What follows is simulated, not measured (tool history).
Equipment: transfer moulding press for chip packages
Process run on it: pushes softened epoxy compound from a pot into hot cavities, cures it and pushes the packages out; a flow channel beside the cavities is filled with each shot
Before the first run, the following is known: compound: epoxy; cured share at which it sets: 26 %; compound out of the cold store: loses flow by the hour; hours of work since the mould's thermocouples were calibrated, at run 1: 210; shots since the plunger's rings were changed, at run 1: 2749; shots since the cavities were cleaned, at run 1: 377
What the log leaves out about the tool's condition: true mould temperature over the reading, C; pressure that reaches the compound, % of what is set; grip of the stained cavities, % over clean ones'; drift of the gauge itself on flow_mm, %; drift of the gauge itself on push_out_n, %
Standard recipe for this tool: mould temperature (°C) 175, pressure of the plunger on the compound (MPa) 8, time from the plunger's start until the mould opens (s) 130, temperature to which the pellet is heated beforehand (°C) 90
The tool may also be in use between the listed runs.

run,day,mould temperature (°C),pressure of the plunger on the compound (MPa),time from the plunger's start until the mould opens (s),temperature to which the pellet is heated beforehand (°C),hours of work since the mould's thermocouples were calibrated,shots since the plunger's rings were changed,shots since the cavities were cleaned,incoming compound's hours out of the cold store,length that the compound runs in the flow channel (mm),greatest force on the pins that push the packages out (N)
1,0,175,8,130,90,210,2749,377,34.2,766.1,553
# day 0.346: plunger's sealing rings changed
2,1.212,175,8,130,90,229,214,650,40,754.2,641
3,2.292,175,8,130,86,248,480,916,37.1,765.6,685
# day 2.504: cavities cleaned with cleaning compound and waxed
4,3.967,175,7.59,130,90,276,876,359,11.1,861.1,884
5,5.671,175,7.59,130,90,305,1296,779,14.4,840.8,813
# day 6.429: cavities cleaned with cleaning compound and waxed
6,7.421,175,7.59,130,90,334,1712,244,45.1,708,499
7,8.354,175,7.59,130,90,351,1942,474,27.1,781.7,590
8,9.396,175,7.59,156,90,369,2198,730,24.4,791.3,652
# day 10.396: cavities cleaned with cleaning compound and waxed
9,10.783,175,7.59,156,90,392,2525,95,35.8,741.5,430
10,11.617,175,7.59,156,90,406,2730,300,32.8,750.7,512
# day 11.833: cavities cleaned with cleaning compound and waxed, once more
# day 12.096: plunger's sealing rings changed
11,13.238,175,7.59,156,90,431,282,321,40.9,732.8,527
12,14.171,175,7.59,156,90,447,512,551,28.5,781.2,619
# day 15.875: cavities cleaned with cleaning compound and waxed
13,15.875,175,7.59,156,90,476,916,0,19.6,817.9,365
14,16.612,175,8,114,90,489,1097,181,21,832.7,507
15,17.779,180,8,128,90,509,1385,469,39.7,734.3,551
16,19.112,180,8,128,90,532,1713,797,44.9,711.6,663

What will run 17 give?
# day 19.804: cavities cleaned with cleaning compound and waxed
17,20.396,180,7.12,125,96,553,2014,146,21.3,?,?

Run 17 came out at length that the compound runs in the flow channel (mm) 760, greatest force on the pins that push the packages out (N) 433.
Were there no unlogged condition in the tool, this run, its random variation unchanged, would have produced length that the compound runs in the flow channel (mm) 774.2, greatest force on the pins that push the packages out (N) 345.

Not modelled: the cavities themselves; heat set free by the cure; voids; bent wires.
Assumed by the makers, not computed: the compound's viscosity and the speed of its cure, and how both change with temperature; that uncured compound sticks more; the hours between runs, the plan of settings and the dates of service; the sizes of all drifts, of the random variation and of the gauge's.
